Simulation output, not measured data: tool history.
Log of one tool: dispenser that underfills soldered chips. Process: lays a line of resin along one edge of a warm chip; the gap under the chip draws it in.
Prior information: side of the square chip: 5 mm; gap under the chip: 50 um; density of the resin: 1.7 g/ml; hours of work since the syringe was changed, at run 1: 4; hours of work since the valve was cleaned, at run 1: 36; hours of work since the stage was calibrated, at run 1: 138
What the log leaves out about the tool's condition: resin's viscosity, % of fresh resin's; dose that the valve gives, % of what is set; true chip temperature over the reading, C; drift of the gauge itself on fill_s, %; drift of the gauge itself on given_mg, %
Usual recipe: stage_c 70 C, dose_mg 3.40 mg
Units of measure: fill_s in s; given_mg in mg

| run | hour | stage_c | dose_mg | hours of work since the syringe was changed | hours of work since the valve was cleaned | hours of work since the stage was calibrated | fill_s | given_mg |
|---|---|---|---|---|---|---|---|---|
| 1 | 0.0 | 70 | 3.40 | 4 | 36 | 138 | 32.4 | 3.295 |
|  | 4.9 | new syringe of resin |
| 2 | 9.7 | 70 | 3.40 | 4 | 42 | 145 | 32.2 | 3.260 |
|  | 15.5 | new syringe of resin |
|  | 17.0 | dispensing valve cleaned and set on the balance |
| 3 | 22.1 | 68 | 3.40 | 4 | 4 | 153 | 37.3 | 3.378 |
|  | 26.7 | new syringe of resin |
| 4 | 33.5 | 68 | 3.40 | 5 | 12 | 161 | 37.3 | 3.357 |
|  | 37.3 | new syringe of resin |
| 5 | 41.1 | 68 | 3.40 | 3 | 17 | 167 | 33.5 | 3.330 |
|  | 47.5 | new syringe of resin |
| 6 | 49.2 | 68 | 3.40 | 1 | 23 | 172 | 31.4 | 3.327 |
|  | 57.9 | new syringe of resin |
| 7 | 57.9 | 68 | 3.40 | 0 | 29 | 179 | 29.7 | 3.297 |
| 8 | 65.2 | 57 | 3.40 | 5 | 34 | 184 | 63.6 | 3.284 |
|  | 68.6 | new syringe of resin |
| 9 | 75.1 | 57 | 3.40 | 5 | 41 | 191 | 63.5 | 3.256 |
|  | 78.9 | new syringe of resin |
|  | 84.1 | dispensing valve cleaned and set on the balance |
| 10 | 85.3 | 57 | 3.40 | 4 | 1 | 197 | 59.2 | 3.394 |
|  | 89.8 | new syringe of resin |
| 11 | 90.8 | 57 | 3.40 | 1 | 5 | 201 | 51.9 | 3.381 |
|  | 99.9 | new syringe of resin |
| 12 | 100.5 | 57 | 3.40 | 0 | 12 | 208 | 53.9 | 3.346 |
|  | 110.3 | new syringe of resin |
| 13 | 112.5 | 57 | 3.40 | 2 | 20 | 217 | 53.5 | 3.340 |
|  | 120.4 | new syringe of resin |
| 14 | 120.4 | 57 | 3.40 | 0 | 26 | 222 | 50.3 | 3.325 |
|  | 130.5 | new syringe of resin |
| 15 | 131.9 | 57 | 3.40 | 1 | 34 | 230 | 52.9 | 3.298 |
|  | 140.9 | new syringe of resin |
| 16 | 141.8 | 55 | 4.13 | 1 | 41 | 238 | 55.9 | 3.956 |
| 17 | 149.1 | 70 | 3.29 | 6 | 46 | 243 | 35.3 | 3.153 |
|  | 151.0 | new syringe of resin |
|  | 152.0 | dispensing valve cleaned and set on the balance |
| 18 | 158.7 | 82 | 3.85 | 5 | 5 | 249 | 19.5 | 3.846 |

What will run 19 give?
|  | 162.1 | new syringe of resin |
| 19 | 166.5 | 59 | 3.19 | 3 | 10 | 254 | ? | ? |

fill_s: 53.1 s
given_mg: 3.185 mg
The same run, on a tool lacking any hidden state, would have yielded fill_s 49.4 s, given_mg 3.203 mg.
